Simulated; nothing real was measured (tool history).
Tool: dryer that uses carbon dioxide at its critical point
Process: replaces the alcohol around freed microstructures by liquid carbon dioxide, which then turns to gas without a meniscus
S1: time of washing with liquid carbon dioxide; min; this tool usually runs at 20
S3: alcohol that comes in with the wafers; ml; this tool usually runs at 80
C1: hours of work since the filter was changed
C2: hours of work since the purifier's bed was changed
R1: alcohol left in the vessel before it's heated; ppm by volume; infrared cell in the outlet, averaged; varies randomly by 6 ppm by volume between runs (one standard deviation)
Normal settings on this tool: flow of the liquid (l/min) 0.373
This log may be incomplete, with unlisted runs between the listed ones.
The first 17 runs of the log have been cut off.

Run 18, hour 166.5: usual settings but S1 28 min, flow of the liquid (l/min) 0.330, S3 32 ml; C1 419; C2 234. Result: R1 82 ppm by volume.
Run 19, hour 171.8: usual settings but S1 26 min, flow of the liquid (l/min) 0.542, S3 21 ml; C1 422; C2 237. Result: R1 56 ppm by volume.
Run 20, hour 177.8: usual settings but S1 18 min, flow of the liquid (l/min) 0.542, S3 20 ml; C1 426; C2 241. Result: R1 63 ppm by volume.
Run 21, hour 185.1: usual settings but S1 15 min, flow of the liquid (l/min) 0.511; C1 430; C2 246. Result: R1 365 ppm by volume.
Run 22, hour 195.5: usual settings but S1 13 min, flow of the liquid (l/min) 0.335, S3 37 ml; C1 436; C2 252. Result: R1 1721 ppm by volume.
Run 23, hour 204.7: usual settings but S1 16 min, flow of the liquid (l/min) 0.593, S3 59 ml; C1 442; C2 258. Result: R1 108 ppm by volume.
Run 24, hour 210.4: usual settings but S1 24 min, S3 117 ml; C1 446; C2 261. Result: R1 253 ppm by volume.
Run 25, hour 221.7: usual settings but S1 12 min, S3 68 ml; C1 453; C2 268. Result: R1 2911 ppm by volume.
At hour 223.6: inlet filter changed.
Run 26, hour 232.7: usual settings but S1 12 min, S3 68 ml; C1 6; C2 274. Result: R1 2165 ppm by volume.
Run 27, hour 238.3: usual settings but S1 17 min, flow of the liquid (l/min) 0.419, S3 68 ml; C1 9; C2 278. Result: R1 296 ppm by volume.
Run 28, hour 247.7: usual settings but S1 23 min; C1 15; C2 284. Result: R1 154 ppm by volume.
Run 29, hour 257.4: usual settings but S1 23 min; C1 21; C2 290. Result: R1 153 ppm by volume.
Run 30, hour 263.3: usual settings but S1 23 min, flow of the liquid (l/min) 0.581, S3 115 ml; C1 25; C2 293. Result: R1 59 ppm by volume.
Run 31, hour 270.3: usual settings but S1 13 min, S3 32 ml; C1 29; C2 298. Result: R1 795 ppm by volume.
Run 32, hour 281.2: usual settings but S1 17 min, flow of the liquid (l/min) 0.498, S3 70 ml; C1 36; C2 304. Result: R1 147 ppm by volume.

Consider 3 possible next runs. They are alternatives, not a sequence: every one starts from the tool as it was left by run 32. What does each give?
Run A, hour 287.8: usual settings but S1 15 min, flow of the liquid (l/min) 0.528, S3 92 ml; C1 40; C2 309. Result: R1 ?.
Run B, hour 287.8: usual settings but flow of the liquid (l/min) 0.594; C1 40; C2 309. Result: R1 ?.
Run C, hour 287.8: usual settings but S1 12 min, flow of the liquid (l/min) 0.435, S3 33 ml; C1 40; C2 309. Result: R1 ?.

run   R1
  A  234
  B   57
  C  603
With the hidden condition removed and each run's random variation left untouched, the same runs would have given:
run   R1
  A  171
  B    4
  C  523

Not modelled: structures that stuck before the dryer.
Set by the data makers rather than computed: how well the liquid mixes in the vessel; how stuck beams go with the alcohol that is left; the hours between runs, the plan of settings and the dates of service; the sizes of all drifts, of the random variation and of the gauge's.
